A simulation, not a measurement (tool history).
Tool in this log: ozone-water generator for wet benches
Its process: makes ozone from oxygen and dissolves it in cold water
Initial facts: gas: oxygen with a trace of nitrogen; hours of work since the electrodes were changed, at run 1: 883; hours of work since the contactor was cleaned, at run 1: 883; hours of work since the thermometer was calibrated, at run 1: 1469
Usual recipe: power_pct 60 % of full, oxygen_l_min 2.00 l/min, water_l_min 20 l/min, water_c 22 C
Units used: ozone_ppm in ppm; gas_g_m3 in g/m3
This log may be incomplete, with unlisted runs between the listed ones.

run    hour  power_pct  oxygen_l_min  water_l_min  water_c  hours of work since the electrodes were changed  hours of work since the contactor was cleaned  hours of work since the thermometer was calibrated  ozone_ppm  gas_g_m3
  1     0.0         60          2.00           20       22                                              883                                            883                                                1469       10.0     164.1
  2   132.9         44          2.00           20       22                                              978                                            978                                                1565        8.4     133.3
  3   282.6         44          2.05           20       22                                             1086                                           1086                                                1673        8.2     130.6
  4   349.6         50          2.00           20       22                                             1134                                           1134                                                1721        9.0     145.1
  5   483.6         50          2.00           20       22                                             1231                                           1231                                                1818        9.0     146.0
  6   575.7         85          2.00           20       22                                             1297                                           1297                                                1884       12.6     205.4
  7   676.0         85          2.00           20       22                                             1369                                           1369                                                1956       12.5     202.7
  8   777.6         60          2.00           16       22                                             1442                                           1442                                                2029       12.2     162.0
  9   845.1         60          2.00           16       22                                             1491                                           1491                                                2078       12.2     161.1
 10   916.1         60          2.00           16       22                                             1542                                           1542                                                2129       12.4     162.1
 11   999.1         96          1.53           13       24                                             1602                                           1602                                                2189       19.4     264.0
 12  1081.1         96          1.53           13       24                                             1661                                           1661                                                2248       19.2     260.5
 13  1198.4         46          2.55           16       24                                             1745                                           1745                                                2332       10.1     116.7
 14  1274.5         60          3.04           29       22                                             1800                                           1800                                                2387        7.5     123.2

Each row is a separate what-if for the run after 14, all from the same tool condition, not one after another. Results?
  A  1420.5         60          3.04           12       22                                             1905                                           1905                                                2492          ?         ?
  B  1420.5         60          2.12           14       24                                             1905                                           1905                                                2492          ?         ?
  C  1420.5         60          3.04           17       20                                             1905                                           1905                                                2492          ?         ?

run  ozone_ppm  gas_g_m3
  A       14.9     121.5
  B       13.4     154.7
  C       12.0     122.8
Take away the tool's hidden state, keep each run's random variation, and the runs would have read:
run  ozone_ppm  gas_g_m3
  A       14.9     123.9
  B       13.4     157.7
  C       12.0     125.1
